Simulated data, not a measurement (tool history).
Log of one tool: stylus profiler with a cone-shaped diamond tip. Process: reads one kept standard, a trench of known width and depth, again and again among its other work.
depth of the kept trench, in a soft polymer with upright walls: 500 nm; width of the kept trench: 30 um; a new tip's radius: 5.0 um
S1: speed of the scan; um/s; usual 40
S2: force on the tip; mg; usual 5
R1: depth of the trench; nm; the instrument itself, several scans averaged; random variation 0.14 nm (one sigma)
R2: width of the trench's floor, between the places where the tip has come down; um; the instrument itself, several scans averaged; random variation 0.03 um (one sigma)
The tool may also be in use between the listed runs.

Run 1, hour 0: usual settings. Result: R1 512.85 nm, R2 25.51 um.
Run 2, hour 48: usual settings but S1 26 um/s. Result: R1 512.76 nm, R2 25.59 um.
Run 3, hour 100.8: usual settings but S1 26 um/s. Result: R1 513.05 nm, R2 25.59 um.
Run 4, hour 167.3: usual settings but S1 73 um/s. Result: R1 513.05 nm, R2 25.37 um.
Run 5, hour 228.8: usual settings but S1 73 um/s. Result: R1 512.88 nm, R2 25.41 um.
Run 6, hour 282.9: usual settings but S1 73 um/s. Result: R1 512.8 nm, R2 25.36 um.
Run 7, hour 324.4: usual settings but S1 73 um/s. Result: R1 513.11 nm, R2 25.35 um.
Run 8, hour 385.5: usual settings but S1 73 um/s. Result: R1 512.9 nm, R2 25.41 um.
Run 9, hour 439.1: usual settings. Result: R1 512.82 nm, R2 25.5 um.
Run 10, hour 498.9: usual settings. Result: R1 513.05 nm, R2 25.44 um.
Run 11, hour 569.3: usual settings but S1 41 um/s. Result: R1 513.18 nm, R2 25.52 um.
Run 12, hour 618.2: usual settings but S1 41 um/s. Result: R1 513.33 nm, R2 25.48 um.
Run 13, hour 692.7: usual settings. Result: R1 513.12 nm, R2 25.55 um.
At hour 738.2: height scale calibrated on a step standard.
Run 14, hour 770.5: usual settings. Result: R1 512.93 nm, R2 25.5 um.
Run 15, hour 811.2: usual settings. Result: R1 513.03 nm, R2 25.5 um.
Run 16, hour 855.8: usual settings. Result: R1 513.06 nm, R2 25.51 um.
Run 17, hour 914.9: usual settings. Result: R1 513.22 nm, R2 25.48 um.
Run 18, hour 955.4: usual settings but S2 1.9 mg. Result: R1 507.01 nm, R2 25.45 um.
Run 19, hour 991.8: usual settings. Result: R1 512.91 nm, R2 25.49 um.
Run 20, hour 1062.2: usual settings but S1 79 um/s. Result: R1 513.06 nm, R2 25.39 um.
Run 21, hour 1106.5: usual settings but S1 79 um/s. Result: R1 512.93 nm, R2 25.36 um.
Run 22, hour 1139.1: usual settings but S1 79 um/s. Result: R1 512.97 nm, R2 25.34 um.
Run 23, hour 1216: usual settings but S1 79 um/s. Result: R1 513.07 nm, R2 25.39 um.
Run 24, hour 1292.5: usual settings but S1 37 um/s, S2 12.3 mg. Result: R1 523.73 nm, R2 25.55 um.
Run 25, hour 1360.8: usual settings but S1 38 um/s, S2 6.36 mg. Result: R1 515.32 nm, R2 25.54 um.
Run 26, hour 1394.5: usual settings but S1 21 um/s, S2 3.84 mg. Result: R1 510.71 nm, R2 25.59 um.
Run 27, hour 1450.9: usual settings but S1 54 um/s. Result: R1 513.07 nm, R2 25.51 um.
Run 28, hour 1507.6: usual settings but S1 127 um/s, S2 5.61 mg. Result: R1 514 nm, R2 25.27 um.
Run 29, hour 1570.2: usual settings but S1 34 um/s, S2 3.2 mg. Result: R1 509.23 nm, R2 25.51 um.
Run 30, hour 1634.1: usual settings but S1 34 um/s, S2 3.2 mg. Result: R1 509.5 nm, R2 25.49 um.
Run 31, hour 1675.8: usual settings but S1 34 um/s, S2 3.2 mg. Result: R1 509.82 nm, R2 25.45 um.
Run 32, hour 1736.5: usual settings but S1 33 um/s, S2 1.87 mg. Result: R1 506.89 nm, R2 25.47 um.
Run 33, hour 1799: usual settings but S1 33 um/s, S2 1.87 mg. Result: R1 506.79 nm, R2 25.44 um.
Run 34, hour 1870.3: usual settings but S2 12.1 mg. Result: R1 523.57 nm, R2 25.55 um.
Run 35, hour 1925.1: usual settings but S2 12.1 mg. Result: R1 523.47 nm, R2 25.59 um.
Run 36, hour 1984.7: usual settings but S1 16 um/s. Result: R1 513.14 nm, R2 25.58 um.
Run 37, hour 2049.9: usual settings but S1 62 um/s, S2 10.91 mg. Result: R1 521.86 nm, R2 25.45 um.
Run 38, hour 2086: usual settings but S1 62 um/s, S2 10.91 mg. Result: R1 521.98 nm, R2 25.56 um.
Run 39, hour 2120.9: usual settings but S1 124 um/s, S2 10.31 mg. Result: R1 521.2 nm, R2 25.42 um.
Run 40, hour 2177.9: usual settings but S1 27 um/s, S2 3.65 mg. Result: R1 510.33 nm, R2 25.57 um.
Run 41, hour 2231.2: usual settings but S1 11 um/s, S2 4.03 mg. Result: R1 511.3 nm, R2 25.57 um.
Run 42, hour 2274.3: usual settings but S1 10 um/s, S2 2.1 mg. Result: R1 507.52 nm, R2 25.54 um.
At hour 2335.2: new tip fitted, height scale calibrated.
Run 43, hour 2342.8: usual settings but S1 30 um/s, S2 2.98 mg. Result: R1 509.03 nm, R2 25.5 um.
Run 44, hour 2403.8: usual settings but S1 68 um/s, S2 2.5 mg. Result: R1 508.11 nm, R2 25.37 um.
Run 45, hour 2449.3: usual settings but S2 4.27 mg. Result: R1 511.85 nm, R2 25.49 um.
Run 46, hour 2490.5: usual settings but S2 4.27 mg. Result: R1 511.68 nm, R2 25.46 um.

Hidden state or all else? Some run-to-run changes of R2, split into what the settings, what came in and random variation would give without the hidden state, and what is left for the hidden state (with any gauge scatter that isn't in both results):
The hidden state here: radius of the tip, um; height scale over the true one, %; drift of the gauge itself on depth_nm, %; drift of the gauge itself on floor_um, %.
Run 3 -> 4: S1 26 -> 73. R2 -0.22 um: hidden state +0, all else -0.22.
Run 6 -> 7: no setting changed, nothing entered. R2 -0.01 um: hidden state -0.01, all else +0.
Run 7 -> 8: no setting changed, nothing entered. R2 +0.06 um: hidden state +0.01, all else +0.05.
Run 27 -> 28: S1 54 -> 127, S2 5 -> 5.61. R2 -0.24 um: hidden state +0, all else -0.24.
Run 28 -> 29: S1 127 -> 34, S2 5.61 -> 3.2. R2 +0.24 um: hidden state +0, all else +0.24.
Run 42 -> 43: S1 10 -> 30, S2 2.1 -> 2.98, new tip fitted, height scale calibrated. R2 -0.04 um: hidden state +0.02, all else -0.06.

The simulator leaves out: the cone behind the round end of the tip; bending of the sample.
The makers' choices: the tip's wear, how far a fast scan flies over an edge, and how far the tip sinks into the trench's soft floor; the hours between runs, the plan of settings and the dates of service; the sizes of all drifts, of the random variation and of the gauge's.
